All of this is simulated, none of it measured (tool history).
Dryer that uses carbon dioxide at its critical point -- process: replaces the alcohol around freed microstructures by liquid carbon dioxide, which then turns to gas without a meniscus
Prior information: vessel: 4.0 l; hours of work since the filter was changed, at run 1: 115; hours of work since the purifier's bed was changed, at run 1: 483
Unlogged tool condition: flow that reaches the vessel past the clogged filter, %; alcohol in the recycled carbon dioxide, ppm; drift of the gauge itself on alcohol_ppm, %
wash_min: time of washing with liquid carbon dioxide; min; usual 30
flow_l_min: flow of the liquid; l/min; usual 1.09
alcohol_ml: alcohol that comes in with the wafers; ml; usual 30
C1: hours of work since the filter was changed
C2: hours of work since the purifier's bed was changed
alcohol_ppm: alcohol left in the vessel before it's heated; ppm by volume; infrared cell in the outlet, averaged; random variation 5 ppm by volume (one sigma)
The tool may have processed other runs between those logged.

{"run": 1, "hour": 0.0, "wash_min": 30, "flow_l_min": 1.09, "alcohol_ml": 30, "C1": 115, "C2": 483, "alcohol_ppm": 94}
{"run": 2, "hour": 40.6, "wash_min": 30, "flow_l_min": 1.09, "alcohol_ml": 30, "C1": 132, "C2": 499, "alcohol_ppm": 98}
{"run": 3, "hour": 97.7, "wash_min": 30, "flow_l_min": 1.09, "alcohol_ml": 30, "C1": 154, "C2": 522, "alcohol_ppm": 94}
{"run": 4, "hour": 127.6, "wash_min": 30, "flow_l_min": 1.09, "alcohol_ml": 30, "C1": 166, "C2": 534, "alcohol_ppm": 106}
{"run": 5, "hour": 169.7, "wash_min": 30, "flow_l_min": 1.28, "alcohol_ml": 30, "C1": 183, "C2": 551, "alcohol_ppm": 93}
{"run": 6, "hour": 221.7, "wash_min": 30, "flow_l_min": 1.09, "alcohol_ml": 30, "C1": 204, "C2": 571, "alcohol_ppm": 108}
{"run": 7, "hour": 255.7, "wash_min": 30, "flow_l_min": 1.09, "alcohol_ml": 30, "C1": 218, "C2": 585, "alcohol_ppm": 110}
{"run": 8, "hour": 318.5, "wash_min": 24, "flow_l_min": 1.09, "alcohol_ml": 52, "C1": 243, "C2": 610, "alcohol_ppm": 207}
{"run": 9, "hour": 357.5, "wash_min": 24, "flow_l_min": 1.09, "alcohol_ml": 52, "C1": 259, "C2": 626, "alcohol_ppm": 202}

What will run 10 give?
{"run": 10, "hour": 417.8, "wash_min": 24, "flow_l_min": 1.09, "alcohol_ml": 52, "C1": 283, "C2": 650, "alcohol_ppm": "?"}

{"run 10": {"alcohol_ppm": 204}}
The same run, on a tool lacking any hidden state, would have yielded alcohol_ppm 92 ppm by volume.
